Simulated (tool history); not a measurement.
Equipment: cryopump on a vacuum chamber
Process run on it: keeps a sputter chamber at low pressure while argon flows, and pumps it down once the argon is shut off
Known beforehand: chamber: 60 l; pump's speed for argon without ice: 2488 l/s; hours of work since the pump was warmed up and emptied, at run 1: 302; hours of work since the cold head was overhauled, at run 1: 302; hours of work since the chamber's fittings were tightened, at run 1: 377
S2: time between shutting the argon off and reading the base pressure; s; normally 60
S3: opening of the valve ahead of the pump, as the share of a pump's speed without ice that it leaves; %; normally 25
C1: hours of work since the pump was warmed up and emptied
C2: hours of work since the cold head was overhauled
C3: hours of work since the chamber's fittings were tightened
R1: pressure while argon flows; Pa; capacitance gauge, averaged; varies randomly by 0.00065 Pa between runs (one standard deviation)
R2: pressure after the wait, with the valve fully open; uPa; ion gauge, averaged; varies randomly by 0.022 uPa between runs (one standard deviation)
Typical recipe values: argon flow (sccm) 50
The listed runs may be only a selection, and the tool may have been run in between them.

Run 1, hour 0: usual settings; C1 302; C2 302; C3 377. Result: R1 0.1383 Pa, R2 0.83 uPa.
Run 2, hour 12.5: usual settings but S2 52 s; C1 309; C2 309; C3 385. Result: R1 0.1377 Pa, R2 0.92 uPa.
Run 3, hour 20.9: usual settings but S2 52 s, S3 46 %; C1 314; C2 314; C3 390. Result: R1 0.0761 Pa, R2 0.94 uPa.
Run 4, hour 31.2: usual settings but S2 52 s, S3 46 %; C1 321; C2 321; C3 396. Result: R1 0.0753 Pa, R2 0.92 uPa.
Run 5, hour 41.2: usual settings but S2 52 s, S3 46 %; C1 327; C2 327; C3 402. Result: R1 0.0748 Pa, R2 0.93 uPa.
Run 6, hour 47.6: usual settings but S2 52 s, S3 29 %; C1 331; C2 331; C3 406. Result: R1 0.119 Pa, R2 0.9 uPa.
Run 7, hour 59.4: usual settings but S2 52 s, S3 29 %; C1 338; C2 338; C3 413. Result: R1 0.1185 Pa, R2 0.91 uPa.
Run 8, hour 72.7: usual settings but argon flow (sccm) 99; C1 346; C2 346; C3 421. Result: R1 0.2736 Pa, R2 0.85 uPa.
Run 9, hour 84.4: usual settings but S3 31 %; C1 353; C2 353; C3 429. Result: R1 0.1117 Pa, R2 0.87 uPa.
Run 10, hour 93.1: usual settings but S3 17 %; C1 358; C2 358; C3 434. Result: R1 0.2006 Pa, R2 0.83 uPa.
Run 11, hour 101.7: usual settings but argon flow (sccm) 88; C1 363; C2 363; C3 439. Result: R1 0.2436 Pa, R2 0.89 uPa.
Run 12, hour 116.5: usual settings but argon flow (sccm) 88; C1 372; C2 372; C3 448. Result: R1 0.243 Pa, R2 0.91 uPa.
Run 13, hour 127: usual settings; C1 379; C2 379; C3 454. Result: R1 0.1378 Pa, R2 0.86 uPa.
Run 14, hour 136.9: usual settings; C1 385; C2 385; C3 460. Result: R1 0.1394 Pa, R2 0.89 uPa.
Run 15, hour 144.6: usual settings; C1 389; C2 389; C3 465. Result: R1 0.1387 Pa, R2 0.89 uPa.
Run 16, hour 157.6: usual settings; C1 397; C2 397; C3 473. Result: R1 0.1378 Pa, R2 0.88 uPa.
Run 17, hour 168.1: usual settings; C1 404; C2 404; C3 479. Result: R1 0.1382 Pa, R2 0.94 uPa.
Run 18, hour 181: usual settings but argon flow (sccm) 68, S2 26 s, S3 47 %; C1 412; C2 412; C3 487. Result: R1 0.1008 Pa, R2 1.51 uPa.
Run 19, hour 190: usual settings but argon flow (sccm) 68, S2 26 s, S3 19 %; C1 417; C2 417; C3 493. Result: R1 0.248 Pa, R2 1.51 uPa.
Run 20, hour 202.4: usual settings but S2 231 s, S3 45 %; C1 425; C2 425; C3 500. Result: R1 0.0784 Pa, R2 0.56 uPa.
Run 21, hour 214.4: usual settings but S2 213 s, S3 38 %; C1 432; C2 432; C3 507. Result: R1 0.092 Pa, R2 0.61 uPa.
Run 22, hour 222.5: usual settings but S2 213 s, S3 38 %; C1 437; C2 437; C3 512. Result: R1 0.0921 Pa, R2 0.58 uPa.
Run 23, hour 230.7: usual settings but argon flow (sccm) 30, S2 291 s, S3 22 %; C1 442; C2 442; C3 517. Result: R1 0.0938 Pa, R2 0.57 uPa.
Run 24, hour 240.5: usual settings but argon flow (sccm) 30, S2 291 s, S3 22 %; C1 448; C2 448; C3 523. Result: R1 0.0948 Pa, R2 0.57 uPa.
Run 25, hour 250.8: usual settings but argon flow (sccm) 30, S2 291 s, S3 22 %; C1 454; C2 454; C3 530. Result: R1 0.094 Pa, R2 0.57 uPa.
Run 26, hour 265.7: usual settings but argon flow (sccm) 30, S2 291 s, S3 22 %; C1 463; C2 463; C3 539. Result: R1 0.0944 Pa, R2 0.54 uPa.
Run 27, hour 276.1: usual settings but argon flow (sccm) 22; C1 469; C2 469; C3 545. Result: R1 0.061 Pa, R2 0.98 uPa.
Run 28, hour 288.7: usual settings but argon flow (sccm) 30, S3 34 %; C1 477; C2 477; C3 553. Result: R1 0.0615 Pa, R2 0.95 uPa.
Run 29, hour 304.3: usual settings but argon flow (sccm) 46, S2 280 s, S3 28 %; C1 486; C2 486; C3 562. Result: R1 0.1153 Pa, R2 0.59 uPa.
Run 30, hour 313.6: usual settings but argon flow (sccm) 46, S2 280 s, S3 28 %; C1 492; C2 492; C3 568. Result: R1 0.1146 Pa, R2 0.6 uPa.
Run 31, hour 325.9: usual settings but argon flow (sccm) 46, S2 280 s, S3 28 %; C1 500; C2 500; C3 575. Result: R1 0.114 Pa, R2 0.61 uPa.
Run 32, hour 333.6: usual settings but argon flow (sccm) 32, S2 169 s, S3 18 %; C1 504; C2 504; C3 580. Result: R1 0.1232 Pa, R2 0.63 uPa.
Run 33, hour 345.3: usual settings but argon flow (sccm) 32, S2 169 s, S3 18 %; C1 511; C2 511; C3 587. Result: R1 0.1215 Pa, R2 0.67 uPa.
Run 34, hour 354: usual settings but argon flow (sccm) 32, S2 169 s, S3 18 %; C1 517; C2 517; C3 592. Result: R1 0.1236 Pa, R2 0.69 uPa.

3 options for the next run, each taken on its own from the tool as it stands now. Forecast them:
Run A, hour 360.7: usual settings but S2 109 s, S3 27 %; C1 521; C2 521; C3 596. Result: R1 ?, R2 ?.
Run B, hour 360.7: usual settings but argon flow (sccm) 56, S2 92 s, S3 18 %; C1 521; C2 521; C3 596. Result: R1 ?, R2 ?.
Run C, hour 360.7: usual settings but S2 102 s; C1 521; C2 521; C3 596. Result: R1 ?, R2 ?.

run      R1    R2
  A  0.1301  0.77
  B  0.2151   0.8
  C  0.1385   0.8
Take away the tool's hidden state, keep each run's random variation, and the runs would have read:
run      R1    R2
  A   0.127  0.38
  B  0.2116  0.41
  C  0.1354   0.4

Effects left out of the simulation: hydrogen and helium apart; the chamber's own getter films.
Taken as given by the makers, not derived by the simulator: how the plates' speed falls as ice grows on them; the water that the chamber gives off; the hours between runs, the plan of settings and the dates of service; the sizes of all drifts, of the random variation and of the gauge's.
